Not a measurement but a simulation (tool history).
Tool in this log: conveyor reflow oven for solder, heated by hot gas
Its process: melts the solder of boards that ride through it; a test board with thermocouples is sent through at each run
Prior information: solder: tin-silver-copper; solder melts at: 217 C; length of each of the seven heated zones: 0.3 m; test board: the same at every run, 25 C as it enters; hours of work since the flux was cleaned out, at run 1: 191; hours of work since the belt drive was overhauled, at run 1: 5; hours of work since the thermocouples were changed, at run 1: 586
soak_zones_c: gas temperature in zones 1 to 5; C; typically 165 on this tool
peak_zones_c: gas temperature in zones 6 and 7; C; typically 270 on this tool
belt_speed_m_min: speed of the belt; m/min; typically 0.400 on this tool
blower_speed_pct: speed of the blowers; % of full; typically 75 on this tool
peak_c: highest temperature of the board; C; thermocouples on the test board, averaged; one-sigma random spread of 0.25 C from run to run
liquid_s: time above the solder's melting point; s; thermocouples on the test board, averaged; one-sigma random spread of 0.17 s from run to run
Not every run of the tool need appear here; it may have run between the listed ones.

run	hour	soak_zones_c	peak_zones_c	belt_speed_m_min	blower_speed_pct	hours of work since the flux was cleaned out	hours of work since the belt drive was overhauled	hours of work since the thermocouples were changed	peak_c	liquid_s
1	0.0	165	270	0.400	75	191	5	586	255.2	67.3
2	12.9	165	261	0.400	75	197	10	591	246.8	60.6
3	21.9	165	261	0.400	75	201	14	595	247.0	60.2
4	29.7	165	261	0.400	75	204	18	598	247.0	60.6
5	36.8	165	270	0.400	75	207	21	601	254.5	67.4
6	44.0	165	270	0.400	75	210	24	604	255.2	67.3
7	50.6	165	270	0.400	75	213	27	607	254.4	66.7
# hour 55.4: belt drive overhauled, speed set with a stopwatch
8	65.6	165	270	0.400	75	217	4	612	254.8	67.2
9	79.0	165	270	0.400	75	223	10	618	255.0	67.4
10	88.3	165	270	0.400	75	227	14	622	254.8	67.2
11	96.3	165	285	0.400	64	231	17	625	267.0	74.5
12	103.9	179	270	0.400	85	234	21	628	258.0	75.1
# hour 113.4: belt drive overhauled, speed set with a stopwatch, once more
13	114.1	156	266	0.478	79	236	0	631	244.3	43.6
14	124.9	167	271	0.463	55	241	5	635	247.5	50.2
15	134.8	158	274	0.375	70	245	9	640	258.5	72.4
16	145.7	173	270	0.452	62	250	14	644	249.5	56.8

5 options for the next run, each taken on its own from the tool as it stands now. Forecast them:
A	151.4	165	271	0.423	75	252	16	647	?	?
B	151.4	178	265	0.452	66	252	16	647	?	?
C	151.4	178	270	0.400	69	252	16	647	?	?
D	151.4	170	270	0.400	61	252	16	647	?	?
E	151.4	152	282	0.400	75	252	16	647	?	?

run	peak_c	liquid_s
A	253.8	62.2
B	246.7	56.7
C	255.4	72.7
D	253.2	67.0
E	263.8	69.3
Take away the tool's hidden state, keep each run's random variation, and the runs would have read:
run	peak_c	liquid_s
A	257.9	65.7
B	250.4	60.4
C	259.0	75.5
D	256.9	70.3
E	268.2	72.4
